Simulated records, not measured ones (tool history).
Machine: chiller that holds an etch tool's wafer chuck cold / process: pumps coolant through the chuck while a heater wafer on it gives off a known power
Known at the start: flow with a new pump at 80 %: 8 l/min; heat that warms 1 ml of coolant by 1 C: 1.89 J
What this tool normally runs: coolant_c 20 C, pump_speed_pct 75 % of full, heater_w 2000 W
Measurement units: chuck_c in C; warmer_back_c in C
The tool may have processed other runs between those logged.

run 1 hour=0.0 | coolant_c=20 pump_speed_pct=75 heater_w=2000 | chuck_c=35.2 warmer_back_c=8.51
run 2 hour=180.1 | coolant_c=20 pump_speed_pct=75 heater_w=2000 | chuck_c=34.9 warmer_back_c=8.51
run 3 hour=313.8 | coolant_c=20 pump_speed_pct=75 heater_w=1406 | chuck_c=30.4 warmer_back_c=6.07
run 4 hour=445.5 | coolant_c=20 pump_speed_pct=75 heater_w=1406 | chuck_c=30.6 warmer_back_c=5.96
-- hour=556.9 coolant changed, channels flushed
run 5 hour=582.8 | coolant_c=20 pump_speed_pct=75 heater_w=1406 | chuck_c=30.7 warmer_back_c=6.08
run 6 hour=741.8 | coolant_c=20 pump_speed_pct=75 heater_w=1569 | chuck_c=31.7 warmer_back_c=6.68
run 7 hour=834.7 | coolant_c=16 pump_speed_pct=75 heater_w=2000 | chuck_c=31.0 warmer_back_c=8.43
run 8 hour=1001.5 | coolant_c=16 pump_speed_pct=75 heater_w=2000 | chuck_c=31.0 warmer_back_c=8.53
run 9 hour=1128.6 | coolant_c=16 pump_speed_pct=75 heater_w=2000 | chuck_c=31.2 warmer_back_c=8.52
run 10 hour=1252.5 | coolant_c=16 pump_speed_pct=75 heater_w=2000 | chuck_c=31.0 warmer_back_c=8.55
run 11 hour=1468.0 | coolant_c=16 pump_speed_pct=75 heater_w=2000 | chuck_c=30.9 warmer_back_c=8.52
run 12 hour=1598.2 | coolant_c=20 pump_speed_pct=61 heater_w=1884 | chuck_c=37.1 warmer_back_c=10.18
run 13 hour=1790.1 | coolant_c=15 pump_speed_pct=91 heater_w=2097 | chuck_c=28.4 warmer_back_c=7.09
run 14 hour=1990.2 | coolant_c=15 pump_speed_pct=91 heater_w=2097 | chuck_c=28.2 warmer_back_c=7.17
run 15 hour=2167.6 | coolant_c=15 pump_speed_pct=91 heater_w=2097 | chuck_c=28.1 warmer_back_c=7.19
run 16 hour=2288.8 | coolant_c=20 pump_speed_pct=75 heater_w=1038 | chuck_c=27.8 warmer_back_c=4.48
run 17 hour=2469.2 | coolant_c=24 pump_speed_pct=75 heater_w=1574 | chuck_c=35.8 warmer_back_c=6.77
run 18 hour=2639.4 | coolant_c=24 pump_speed_pct=75 heater_w=1574 | chuck_c=35.8 warmer_back_c=6.70
run 19 hour=2832.4 | coolant_c=24 pump_speed_pct=75 heater_w=1574 | chuck_c=35.9 warmer_back_c=6.68
run 20 hour=2936.0 | coolant_c=11 pump_speed_pct=60 heater_w=1501 | chuck_c=25.0 warmer_back_c=8.31
run 21 hour=3115.8 | coolant_c=11 pump_speed_pct=60 heater_w=1501 | chuck_c=24.9 warmer_back_c=8.24
run 22 hour=3250.6 | coolant_c=20 pump_speed_pct=75 heater_w=1314 | chuck_c=30.0 warmer_back_c=5.65

5 ways to go on from here, each from the tool as it stands after run 22. What would each give?
run A hour=3431.2 | coolant_c=12 pump_speed_pct=75 heater_w=1314 | chuck_c=? warmer_back_c=?
run B hour=3431.2 | coolant_c=28 pump_speed_pct=75 heater_w=1100 | chuck_c=? warmer_back_c=?
run C hour=3431.2 | coolant_c=20 pump_speed_pct=89 heater_w=2000 | chuck_c=? warmer_back_c=?
run D hour=3431.2 | coolant_c=29 pump_speed_pct=75 heater_w=2175 | chuck_c=? warmer_back_c=?
run E hour=3431.2 | coolant_c=25 pump_speed_pct=90 heater_w=2000 | chuck_c=? warmer_back_c=?

run=A chuck_c=21.9 warmer_back_c=5.65
run=B chuck_c=36.1 warmer_back_c=4.67
run=C chuck_c=32.9 warmer_back_c=6.95
run=D chuck_c=45.4 warmer_back_c=9.27
run=E chuck_c=37.8 warmer_back_c=6.88
Had the tool no hidden state, the same runs would have come out as:
run=A chuck_c=21.9 warmer_back_c=5.65
run=B chuck_c=36.1 warmer_back_c=4.67
run=C chuck_c=32.8 warmer_back_c=6.94
run=D chuck_c=45.4 warmer_back_c=9.26
run=E chuck_c=37.8 warmer_back_c=6.88

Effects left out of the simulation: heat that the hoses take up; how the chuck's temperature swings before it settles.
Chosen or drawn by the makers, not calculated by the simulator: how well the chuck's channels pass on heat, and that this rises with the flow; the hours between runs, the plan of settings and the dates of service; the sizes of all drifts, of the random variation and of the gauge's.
